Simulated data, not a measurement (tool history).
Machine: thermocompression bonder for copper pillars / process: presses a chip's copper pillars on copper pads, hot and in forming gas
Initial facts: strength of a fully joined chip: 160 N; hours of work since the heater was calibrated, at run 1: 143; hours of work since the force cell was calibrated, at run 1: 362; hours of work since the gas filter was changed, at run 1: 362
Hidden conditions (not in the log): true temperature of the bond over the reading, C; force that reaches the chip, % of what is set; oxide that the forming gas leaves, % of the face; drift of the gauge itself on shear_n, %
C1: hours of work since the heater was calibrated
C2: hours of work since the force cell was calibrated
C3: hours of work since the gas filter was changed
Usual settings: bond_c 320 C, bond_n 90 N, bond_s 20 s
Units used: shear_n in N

Run 1, hour 0: usual settings; C1 143; C2 362; C3 362. Result: shear_n 69.9 N.
Run 2, hour 52.7: usual settings; C1 179; C2 398; C3 398. Result: shear_n 67.5 N.
At hour 80.1: forming gas filter changed.
Run 3, hour 99.1: usual settings; C1 210; C2 429; C3 13. Result: shear_n 75.2 N.
Run 4, hour 127.7: usual settings; C1 229; C2 448; C3 32. Result: shear_n 73.6 N.
Run 5, hour 179.3: usual settings; C1 264; C2 483; C3 67. Result: shear_n 73.3 N.
Run 6, hour 214.5: usual settings; C1 288; C2 506; C3 91. Result: shear_n 70.9 N.
Run 7, hour 249.6: usual settings; C1 312; C2 530; C3 114. Result: shear_n 70.1 N.
Run 8, hour 292.5: usual settings; C1 341; C2 559; C3 143. Result: shear_n 68.8 N.
Run 9, hour 323.1: usual settings; C1 361; C2 580; C3 164. Result: shear_n 67.5 N.
Run 10, hour 348: usual settings; C1 378; C2 597; C3 181. Result: shear_n 67.2 N.
Run 11, hour 388: usual settings; C1 405; C2 624; C3 208. Result: shear_n 65.7 N.
Run 12, hour 413.9: usual settings but bond_s 54 s; C1 423; C2 641; C3 225. Result: shear_n 91.7 N.
Run 13, hour 455.7: usual settings; C1 451; C2 669; C3 254. Result: shear_n 64.3 N.
Run 14, hour 495.5: usual settings; C1 478; C2 696; C3 281. Result: shear_n 64.3 N.
At hour 537.6: heater calibrated with a thermocouple chip.
Run 15, hour 544.8: usual settings but bond_n 122 N; C1 5; C2 728; C3 313. Result: shear_n 70.8 N.
Run 16, hour 585.4: usual settings but bond_n 122 N; C1 32; C2 756; C3 340. Result: shear_n 69.2 N.
Run 17, hour 639: usual settings but bond_c 305 C, bond_n 122 N; C1 68; C2 792; C3 376. Result: shear_n 55.2 N.
Run 18, hour 665.3: usual settings; C1 86; C2 810; C3 394. Result: shear_n 57.6 N.
At hour 693.8: forming gas filter changed.
Run 19, hour 697.6: usual settings but bond_c 319 C; C1 108; C2 831; C3 3. Result: shear_n 62.6 N.
Run 20, hour 751.8: usual settings but bond_c 319 C, bond_n 59 N; C1 144; C2 868; C3 39. Result: shear_n 46.1 N.
At hour 769.2: force cell calibrated.
Run 21, hour 794.9: usual settings but bond_c 319 C, bond_n 59 N; C1 172; C2 17; C3 67. Result: shear_n 47.1 N.
At hour 840.3: heater calibrated with a thermocouple chip, once more.
Run 22, hour 840.3: usual settings but bond_c 323 C, bond_n 95 N; C1 0; C2 47; C3 97. Result: shear_n 84 N.
Run 23, hour 865: usual settings but bond_c 323 C, bond_n 95 N; C1 17; C2 63; C3 113. Result: shear_n 84.1 N.
Run 24, hour 916.7: usual settings but bond_c 343 C, bond_n 130 N, bond_s 18 s; C1 52; C2 98; C3 148. Result: shear_n 110.8 N.
Run 25, hour 941.6: usual settings but bond_c 315 C, bond_n 87 N, bond_s 22 s; C1 68; C2 115; C3 165. Result: shear_n 74.1 N.
Run 26, hour 989.5: usual settings but bond_c 323 C, bond_n 106 N, bond_s 13 s; C1 101; C2 147; C3 197. Result: shear_n 72.5 N.
Run 27, hour 1041.7: usual settings but bond_c 323 C, bond_n 106 N, bond_s 13 s; C1 136; C2 183; C3 233. Result: shear_n 70 N.
Run 28, hour 1090: usual settings but bond_n 129 N, bond_s 42 s; C1 169; C2 215; C3 265. Result: shear_n 104.8 N.
Run 29, hour 1128.3: usual settings but bond_n 129 N, bond_s 42 s; C1 195; C2 241; C3 291. Result: shear_n 105.2 N.
Run 30, hour 1166.5: usual settings but bond_n 129 N, bond_s 42 s; C1 220; C2 267; C3 317. Result: shear_n 102.5 N.
Run 31, hour 1201.2: usual settings but bond_c 294 C, bond_n 59 N, bond_s 44 s; C1 244; C2 290; C3 340. Result: shear_n 52.4 N.
Run 32, hour 1249.8: usual settings but bond_n 104 N, bond_s 58 s; C1 277; C2 323; C3 373. Result: shear_n 100.4 N.
Run 33, hour 1294.2: usual settings but bond_n 104 N, bond_s 58 s; C1 307; C2 353; C3 403. Result: shear_n 100.7 N.
At hour 1309.1: forming gas filter changed.
Run 34, hour 1322.2: usual settings but bond_c 334 C; C1 325; C2 372; C3 9. Result: shear_n 84.9 N.
Run 35, hour 1361.1: usual settings but bond_c 334 C, bond_n 121 N, bond_s 12 s; C1 351; C2 398; C3 35. Result: shear_n 80.7 N.
Run 36, hour 1397.2: usual settings but bond_c 334 C, bond_n 121 N, bond_s 12 s; C1 376; C2 422; C3 60. Result: shear_n 79.7 N.
Run 37, hour 1422.3: usual settings but bond_c 342 C, bond_n 70 N, bond_s 10 s; C1 393; C2 439; C3 76. Result: shear_n 61 N.
Run 38, hour 1476.7: usual settings but bond_c 335 C, bond_n 93 N, bond_s 25 s; C1 430; C2 476; C3 113. Result: shear_n 88.3 N.

Had the tool no unlogged condition, and each run kept its random variation, what would the results have been?
run  shear_n
  1       80
  2       79
  3     81.4
  4     80.5
  5     81.7
  6     80.2
  7     80.3
  8     80.1
  9     79.5
 10     79.8
 11     79.3
 12    108.5
 13     79.7
 14     80.7
 15     93.4
 16     92.8
 17     78.2
 18     80.9
 19     81.1
 20     62.7
 21     63.9
 22     85.6
 23     86.4
 24    115.6
 25     78.4
 26     78.1
 27     76.8
 28    115.5
 29    117.4
 30    115.8
 31       62
 32    116.6
 33    118.6
 34     92.7
 35     89.4
 36     89.4
 37       70
 38      101

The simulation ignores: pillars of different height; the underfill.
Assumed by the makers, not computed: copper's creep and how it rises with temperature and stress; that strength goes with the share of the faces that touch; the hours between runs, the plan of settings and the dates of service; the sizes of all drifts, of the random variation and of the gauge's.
